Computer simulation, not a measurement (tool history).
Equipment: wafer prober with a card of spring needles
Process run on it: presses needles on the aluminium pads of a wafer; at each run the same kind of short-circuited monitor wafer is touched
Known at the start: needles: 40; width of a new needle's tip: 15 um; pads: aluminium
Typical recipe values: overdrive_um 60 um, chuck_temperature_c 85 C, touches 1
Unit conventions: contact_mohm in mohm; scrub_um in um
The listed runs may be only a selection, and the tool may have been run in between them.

Run 1, hour 0: usual settings. Result: contact_mohm 273 mohm, scrub_um 14.88 um.
At hour 4.5: tips cleaned on abrasive film.
At hour 9.1: tips cleaned on abrasive film.
At hour 14.9: tips cleaned on abrasive film.
At hour 19.5: tips cleaned on abrasive film.
At hour 24.1: tips cleaned on abrasive film.
At hour 29.8: tips cleaned on abrasive film.
At hour 34.4: tips cleaned on abrasive film.
At hour 39.1: tips cleaned on abrasive film.
Run 2, hour 43.1: usual settings. Result: contact_mohm 275 mohm, scrub_um 14.91 um.
At hour 44.4: tips cleaned on abrasive film.
At hour 49: tips cleaned on abrasive film.
At hour 54.7: tips cleaned on abrasive film.
At hour 60.5: tips cleaned on abrasive film.
At hour 65.1: tips cleaned on abrasive film.
At hour 70.6: tips cleaned on abrasive film.
Run 3, hour 70.6: usual settings. Result: contact_mohm 278 mohm, scrub_um 14.68 um.
At hour 75.2: tips cleaned on abrasive film.
At hour 79.8: tips cleaned on abrasive film.
At hour 85.6: tips cleaned on abrasive film.
At hour 91.3: tips cleaned on abrasive film.
At hour 95.9: tips cleaned on abrasive film.
Run 4, hour 96.1: usual settings. Result: contact_mohm 282 mohm, scrub_um 14.85 um.
At hour 100.7: tips cleaned on abrasive film.
At hour 106.5: tips cleaned on abrasive film.
At hour 111.1: tips cleaned on abrasive film.
At hour 116.8: tips cleaned on abrasive film.
At hour 121.4: tips cleaned on abrasive film.
At hour 126: tips cleaned on abrasive film.
At hour 130.7: tips cleaned on abrasive film.
At hour 135.3: tips cleaned on abrasive film.
At hour 141: tips cleaned on abrasive film.
Run 5, hour 142.9: usual settings. Result: contact_mohm 281 mohm, scrub_um 14.79 um.
At hour 146.4: tips cleaned on abrasive film.
At hour 151: tips cleaned on abrasive film.
At hour 156.8: tips cleaned on abrasive film.
At hour 162.5: tips cleaned on abrasive film.
At hour 167.1: tips cleaned on abrasive film.
At hour 168.5: height of the first contact set anew.
At hour 172: tips cleaned on abrasive film.
At hour 177.8: tips cleaned on abrasive film.
At hour 182.4: tips cleaned on abrasive film.
At hour 187: tips cleaned on abrasive film.
Run 6, hour 188.8: usual settings. Result: contact_mohm 278 mohm, scrub_um 14.64 um.
At hour 192.2: tips cleaned on abrasive film.
At hour 198: tips cleaned on abrasive film.
At hour 202.6: tips cleaned on abrasive film.
At hour 208.3: tips cleaned on abrasive film.
At hour 213: tips cleaned on abrasive film.
At hour 217.6: tips cleaned on abrasive film.
At hour 223.3: tips cleaned on abrasive film.
At hour 227.9: tips cleaned on abrasive film.
Run 7, hour 231.9: usual settings but chuck_temperature_c 26 C. Result: contact_mohm 262 mohm, scrub_um 14.99 um.
At hour 233.1: tips cleaned on abrasive film.
At hour 238.8: tips cleaned on abrasive film.
At hour 243.5: tips cleaned on abrasive film.
At hour 249.2: tips cleaned on abrasive film.
At hour 254.9: tips cleaned on abrasive film.
At hour 259.6: tips cleaned on abrasive film.
At hour 265.3: tips cleaned on abrasive film.
At hour 269.9: tips cleaned on abrasive film.
At hour 274.5: tips cleaned on abrasive film.
At hour 280.3: tips cleaned on abrasive film.
At hour 284.9: tips cleaned on abrasive film.
Run 8, hour 286.6: usual settings. Result: contact_mohm 279 mohm, scrub_um 14.99 um.
At hour 290.1: tips cleaned on abrasive film.
At hour 294.7: tips cleaned on abrasive film.
At hour 300.5: tips cleaned on abrasive film.
At hour 305.1: tips cleaned on abrasive film.
At hour 309.7: tips cleaned on abrasive film.
At hour 315.4: tips cleaned on abrasive film.
At hour 320: tips cleaned on abrasive film.
At hour 325.8: tips cleaned on abrasive film.
At hour 331.5: tips cleaned on abrasive film.
At hour 336.1: tips cleaned on abrasive film.
At hour 340.8: tips cleaned on abrasive film.
Run 9, hour 341.1: usual settings. Result: contact_mohm 279 mohm, scrub_um 14.73 um.
At hour 345.7: tips cleaned on abrasive film.
At hour 350.3: tips cleaned on abrasive film.
At hour 354.9: tips cleaned on abrasive film.
At hour 359.6: tips cleaned on abrasive film.
At hour 365.3: tips cleaned on abrasive film.
At hour 369.9: tips cleaned on abrasive film.
At hour 375.7: tips cleaned on abrasive film.
Run 10, hour 378.9: usual settings. Result: contact_mohm 279 mohm, scrub_um 14.93 um.
At hour 381.2: tips cleaned on abrasive film.
At hour 385.8: tips cleaned on abrasive film.
At hour 391.6: tips cleaned on abrasive film.
At hour 396.2: tips cleaned on abrasive film.
At hour 401.9: tips cleaned on abrasive film.
At hour 407.7: tips cleaned on abrasive film.
At hour 413.4: tips cleaned on abrasive film.
At hour 418: tips cleaned on abrasive film.
At hour 423.8: tips cleaned on abrasive film.
Run 11, hour 424.5: usual settings but overdrive_um 48 um. Result: contact_mohm 279 mohm, scrub_um 11.86 um.
At hour 429.2: tips cleaned on abrasive film.
At hour 433.8: tips cleaned on abrasive film.
At hour 438.4: tips cleaned on abrasive film.
At hour 443: tips cleaned on abrasive film.
At hour 447.6: tips cleaned on abrasive film.
At hour 453.3: tips cleaned on abrasive film.
At hour 458: tips cleaned on abrasive film.
Run 12, hour 459.6: usual settings but overdrive_um 54 um, chuck_temperature_c 99 C. Result: contact_mohm 282 mohm, scrub_um 13.27 um.
At hour 463.1: tips cleaned on abrasive film.
At hour 467.7: tips cleaned on abrasive film.
At hour 473.5: tips cleaned on abrasive film.
At hour 478.1: tips cleaned on abrasive film.
At hour 483.8: tips cleaned on abrasive film.
At hour 488.4: tips cleaned on abrasive film.
At hour 494.2: tips cleaned on abrasive film.
At hour 499.9: tips cleaned on abrasive film.
Run 13, hour 503: usual settings but overdrive_um 59 um, chuck_temperature_c 64 C. Result: contact_mohm 269 mohm, scrub_um 14.77 um.

For run 14, what comes out?
At hour 505.3: tips cleaned on abrasive film.
At hour 511.1: tips cleaned on abrasive film.
At hour 515.7: tips cleaned on abrasive film.
At hour 521.4: tips cleaned on abrasive film.
At hour 526: tips cleaned on abrasive film.
At hour 531.8: tips cleaned on abrasive film.
At hour 534.3: height of the first contact set anew.
At hour 536.7: tips cleaned on abrasive film.
At hour 541.3: tips cleaned on abrasive film.
At hour 547: tips cleaned on abrasive film.
At hour 551.6: tips cleaned on abrasive film.
At hour 556.3: tips cleaned on abrasive film.
Run 14, hour 558.8: usual settings but overdrive_um 59 um, chuck_temperature_c 64 C. Result: contact_mohm ?, scrub_um ?.

Run 14 gave contact_mohm 271 mohm, scrub_um 14.63 um.
Had the tool carried no hidden state, the very same run would have given contact_mohm 271 mohm, scrub_um 14.63 um.

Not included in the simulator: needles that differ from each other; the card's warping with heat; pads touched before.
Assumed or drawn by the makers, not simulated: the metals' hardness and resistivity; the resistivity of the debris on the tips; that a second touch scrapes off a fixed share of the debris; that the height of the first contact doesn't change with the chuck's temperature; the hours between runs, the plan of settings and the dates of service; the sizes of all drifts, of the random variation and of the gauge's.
